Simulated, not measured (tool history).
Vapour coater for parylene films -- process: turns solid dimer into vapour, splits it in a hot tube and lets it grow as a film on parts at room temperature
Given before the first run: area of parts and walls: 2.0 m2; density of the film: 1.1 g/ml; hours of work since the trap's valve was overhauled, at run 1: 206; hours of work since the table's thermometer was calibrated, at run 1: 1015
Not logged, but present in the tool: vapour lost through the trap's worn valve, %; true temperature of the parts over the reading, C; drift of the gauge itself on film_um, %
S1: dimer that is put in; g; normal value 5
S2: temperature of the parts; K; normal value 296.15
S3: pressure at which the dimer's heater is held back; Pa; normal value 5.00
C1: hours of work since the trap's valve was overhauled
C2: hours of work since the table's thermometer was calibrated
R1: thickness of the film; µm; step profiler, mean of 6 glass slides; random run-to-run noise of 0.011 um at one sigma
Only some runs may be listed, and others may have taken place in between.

{"run": 1, "hour": 0.0, "S1": 5, "S2": 296.15, "S3": 5.0, "C1": 206, "C2": 1015, "R1": 1.3}
{"run": 2, "hour": 35.0, "S1": 5, "S2": 296.15, "S3": 5.0, "C1": 232, "C2": 1040, "R1": 1.29}
{"run": 3, "hour": 63.4, "S1": 2, "S2": 296.15, "S3": 5.0, "C1": 253, "C2": 1061, "R1": 0.51}
{"hour": 108.1, "done": "table's thermometer calibrated"}
{"run": 4, "hour": 108.1, "S1": 5, "S2": 296.15, "S3": 5.0, "C1": 285, "C2": 0, "R1": 1.3}
{"run": 5, "hour": 146.4, "S1": 5, "S2": 296.15, "S3": 5.0, "C1": 313, "C2": 28, "R1": 1.27}
{"run": 6, "hour": 199.6, "S1": 5, "S2": 296.15, "S3": 5.0, "C1": 352, "C2": 67, "R1": 1.29}
{"run": 7, "hour": 232.5, "S1": 5, "S2": 296.15, "S3": 5.0, "C1": 377, "C2": 92, "R1": 1.27}
{"run": 8, "hour": 278.1, "S1": 5, "S2": 296.15, "S3": 5.0, "C1": 410, "C2": 125, "R1": 1.25}
{"run": 9, "hour": 311.0, "S1": 5, "S2": 296.15, "S3": 5.91, "C1": 434, "C2": 150, "R1": 1.19}
{"hour": 323.7, "done": "table's thermometer calibrated, once more"}
{"run": 10, "hour": 351.4, "S1": 5, "S2": 296.15, "S3": 5.91, "C1": 464, "C2": 20, "R1": 1.13}
{"hour": 375.8, "done": "trap's valve overhauled"}
{"run": 11, "hour": 386.6, "S1": 5, "S2": 296.15, "S3": 7.08, "C1": 8, "C2": 43, "R1": 1.26}
{"run": 12, "hour": 421.1, "S1": 5, "S2": 296.15, "S3": 7.08, "C1": 33, "C2": 69, "R1": 1.24}
{"run": 13, "hour": 472.5, "S1": 5, "S2": 291.15, "S3": 7.08, "C1": 71, "C2": 107, "R1": 1.48}
{"run": 14, "hour": 505.7, "S1": 5, "S2": 291.15, "S3": 7.08, "C1": 96, "C2": 131, "R1": 1.44}
{"run": 15, "hour": 552.4, "S1": 3, "S2": 295.15, "S3": 5.0, "C1": 130, "C2": 166, "R1": 0.82}
{"run": 16, "hour": 580.5, "S1": 5, "S2": 294.15, "S3": 5.81, "C1": 151, "C2": 186, "R1": 1.36}
{"run": 17, "hour": 607.3, "S1": 7, "S2": 305.15, "S3": 6.73, "C1": 171, "C2": 206, "R1": 1.22}
{"run": 18, "hour": 645.5, "S1": 7, "S2": 305.15, "S3": 6.73, "C1": 199, "C2": 234, "R1": 1.22}
{"run": 19, "hour": 676.3, "S1": 5, "S2": 296.15, "S3": 2.15, "C1": 221, "C2": 257, "R1": 1.55}
{"run": 20, "hour": 715.2, "S1": 5, "S2": 292.15, "S3": 2.19, "C1": 250, "C2": 286, "R1": 1.77}
{"run": 21, "hour": 745.1, "S1": 3, "S2": 302.15, "S3": 3.32, "C1": 272, "C2": 308, "R1": 0.66}
{"run": 22, "hour": 780.0, "S1": 3, "S2": 304.15, "S3": 2.05, "C1": 298, "C2": 333, "R1": 0.69}
{"run": 23, "hour": 838.5, "S1": 3, "S2": 303.15, "S3": 2.2, "C1": 341, "C2": 377, "R1": 0.7}
{"run": 24, "hour": 882.3, "S1": 2, "S2": 289.15, "S3": 2.2, "C1": 373, "C2": 409, "R1": 0.76}
{"run": 25, "hour": 938.9, "S1": 2, "S2": 289.15, "S3": 11.63, "C1": 415, "C2": 450, "R1": 0.52}
{"run": 26, "hour": 970.8, "S1": 2, "S2": 289.15, "S3": 3.38, "C1": 438, "C2": 474, "R1": 0.69}
{"run": 27, "hour": 998.2, "S1": 2, "S2": 289.15, "S3": 3.38, "C1": 459, "C2": 494, "R1": 0.67}
{"hour": 1029.3, "done": "trap's valve overhauled"}
{"run": 28, "hour": 1045.1, "S1": 2, "S2": 289.15, "S3": 3.38, "C1": 12, "C2": 526, "R1": 0.76}

Predict each of these 5 candidate next runs independently; none follows another, all start after run 28:
{"run": "A", "hour": 1077.4, "S1": 3, "S2": 296.15, "S3": 2.1, "C1": 35, "C2": 550, "R1": "?"}
{"run": "B", "hour": 1077.4, "S1": 8, "S2": 308.15, "S3": 5.0, "C1": 35, "C2": 550, "R1": "?"}
{"run": "C", "hour": 1077.4, "S1": 5, "S2": 292.15, "S3": 5.0, "C1": 35, "C2": 550, "R1": "?"}
{"run": "D", "hour": 1077.4, "S1": 3, "S2": 291.15, "S3": 5.65, "C1": 35, "C2": 550, "R1": "?"}
{"run": "E", "hour": 1077.4, "S1": 4, "S2": 296.15, "S3": 2.03, "C1": 35, "C2": 550, "R1": "?"}

run=A R1=0.99
run=B R1=1.40
run=C R1=1.58
run=D R1=0.94
run=E R1=1.32
Without the tool's hidden state the same runs would have given:
run=A R1=0.99
run=B R1=1.41
run=C R1=1.58
run=D R1=0.95
run=E R1=1.32
